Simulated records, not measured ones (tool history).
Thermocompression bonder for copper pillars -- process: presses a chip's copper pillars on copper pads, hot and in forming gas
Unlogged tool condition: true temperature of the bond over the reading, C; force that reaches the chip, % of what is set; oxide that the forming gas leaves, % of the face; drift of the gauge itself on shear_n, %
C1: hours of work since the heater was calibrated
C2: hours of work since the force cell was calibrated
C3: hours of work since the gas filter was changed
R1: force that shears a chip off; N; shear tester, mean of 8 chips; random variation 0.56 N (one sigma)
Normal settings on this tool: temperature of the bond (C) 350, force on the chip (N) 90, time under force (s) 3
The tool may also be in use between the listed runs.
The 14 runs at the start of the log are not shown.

run 15 hour=159.7 | temperature_of_the_bond_(C)=350 force_on_the_chip_(N)=90 time_under_force_(s)=8 | C1=609 C2=351 C3=137 | R1=87.6
run 16 hour=174.2 | temperature_of_the_bond_(C)=350 force_on_the_chip_(N)=90 time_under_force_(s)=3 | C1=620 C2=362 C3=148 | R1=73.1
run 17 hour=186.5 | temperature_of_the_bond_(C)=350 force_on_the_chip_(N)=90 time_under_force_(s)=3 | C1=629 C2=372 C3=158 | R1=72.4
-- hour=193 forming gas filter changed
run 18 hour=198.2 | temperature_of_the_bond_(C)=350 force_on_the_chip_(N)=90 time_under_force_(s)=3 | C1=638 C2=381 C3=4 | R1=75.5
run 19 hour=208.5 | temperature_of_the_bond_(C)=323 force_on_the_chip_(N)=90 time_under_force_(s)=4 | C1=646 C2=389 C3=12 | R1=67.8
run 20 hour=222.6 | temperature_of_the_bond_(C)=323 force_on_the_chip_(N)=90 time_under_force_(s)=4 | C1=657 C2=400 C3=23 | R1=67.9
run 21 hour=237.8 | temperature_of_the_bond_(C)=321 force_on_the_chip_(N)=132 time_under_force_(s)=4 | C1=669 C2=411 C3=35 | R1=79.9
run 22 hour=245.2 | temperature_of_the_bond_(C)=321 force_on_the_chip_(N)=132 time_under_force_(s)=4 | C1=675 C2=417 C3=40 | R1=79.6
run 23 hour=252.7 | temperature_of_the_bond_(C)=321 force_on_the_chip_(N)=90 time_under_force_(s)=3 | C1=680 C2=423 C3=46 | R1=60.3
run 24 hour=263.1 | temperature_of_the_bond_(C)=321 force_on_the_chip_(N)=90 time_under_force_(s)=3 | C1=688 C2=431 C3=54 | R1=60.9
run 25 hour=272 | temperature_of_the_bond_(C)=373 force_on_the_chip_(N)=60 time_under_force_(s)=2 | C1=695 C2=438 C3=61 | R1=64.1
run 26 hour=287.6 | temperature_of_the_bond_(C)=373 force_on_the_chip_(N)=60 time_under_force_(s)=2 | C1=708 C2=450 C3=73 | R1=63.7
-- hour=290.4 heater calibrated with a thermocouple chip
run 27 hour=302.1 | temperature_of_the_bond_(C)=373 force_on_the_chip_(N)=60 time_under_force_(s)=2 | C1=9 C2=460 C3=83 | R1=65.3
run 28 hour=315.7 | temperature_of_the_bond_(C)=373 force_on_the_chip_(N)=60 time_under_force_(s)=2 | C1=20 C2=470 C3=94 | R1=65.1
run 29 hour=325.4 | temperature_of_the_bond_(C)=373 force_on_the_chip_(N)=60 time_under_force_(s)=2 | C1=27 C2=478 C3=101 | R1=63.9
-- hour=334.5 heater calibrated with a thermocouple chip, once more
run 30 hour=338.9 | temperature_of_the_bond_(C)=373 force_on_the_chip_(N)=60 time_under_force_(s)=2 | C1=3 C2=487 C3=110 | R1=59.6
run 31 hour=347.3 | temperature_of_the_bond_(C)=373 force_on_the_chip_(N)=86 time_under_force_(s)=3 | C1=10 C2=493 C3=117 | R1=80.5
run 32 hour=357.7 | temperature_of_the_bond_(C)=322 force_on_the_chip_(N)=90 time_under_force_(s)=5 | C1=18 C2=501 C3=125 | R1=63.6
run 33 hour=369.3 | temperature_of_the_bond_(C)=378 force_on_the_chip_(N)=128 time_under_force_(s)=3 | C1=27 C2=510 C3=134 | R1=90.9
run 34 hour=385.5 | temperature_of_the_bond_(C)=378 force_on_the_chip_(N)=128 time_under_force_(s)=3 | C1=40 C2=523 C3=146 | R1=92.5
run 35 hour=395.5 | temperature_of_the_bond_(C)=373 force_on_the_chip_(N)=71 time_under_force_(s)=7 | C1=47 C2=531 C3=154 | R1=85
run 36 hour=405.1 | temperature_of_the_bond_(C)=344 force_on_the_chip_(N)=77 time_under_force_(s)=7 | C1=55 C2=538 C3=161 | R1=76.2

Predict each of these 3 candidate next runs independently; none follows another, all start after run 36:
-- hour=406.9 forming gas filter changed
run A hour=415.4 | temperature_of_the_bond_(C)=344 force_on_the_chip_(N)=96 time_under_force_(s)=4 | C1=62 C2=546 C3=7 | R1=?
-- hour=406.9 forming gas filter changed
run B hour=415.4 | temperature_of_the_bond_(C)=344 force_on_the_chip_(N)=63 time_under_force_(s)=7 | C1=62 C2=546 C3=7 | R1=?
-- hour=406.9 forming gas filter changed
run C hour=415.4 | temperature_of_the_bond_(C)=362 force_on_the_chip_(N)=106 time_under_force_(s)=3 | C1=62 C2=546 C3=7 | R1=?

run=A R1=77.5
run=B R1=73.4
run=C R1=84.3
With the hidden condition removed and each run's random variation left untouched, the same runs would have given:
run=A R1=77.9
run=B R1=73.8
run=C R1=84.7

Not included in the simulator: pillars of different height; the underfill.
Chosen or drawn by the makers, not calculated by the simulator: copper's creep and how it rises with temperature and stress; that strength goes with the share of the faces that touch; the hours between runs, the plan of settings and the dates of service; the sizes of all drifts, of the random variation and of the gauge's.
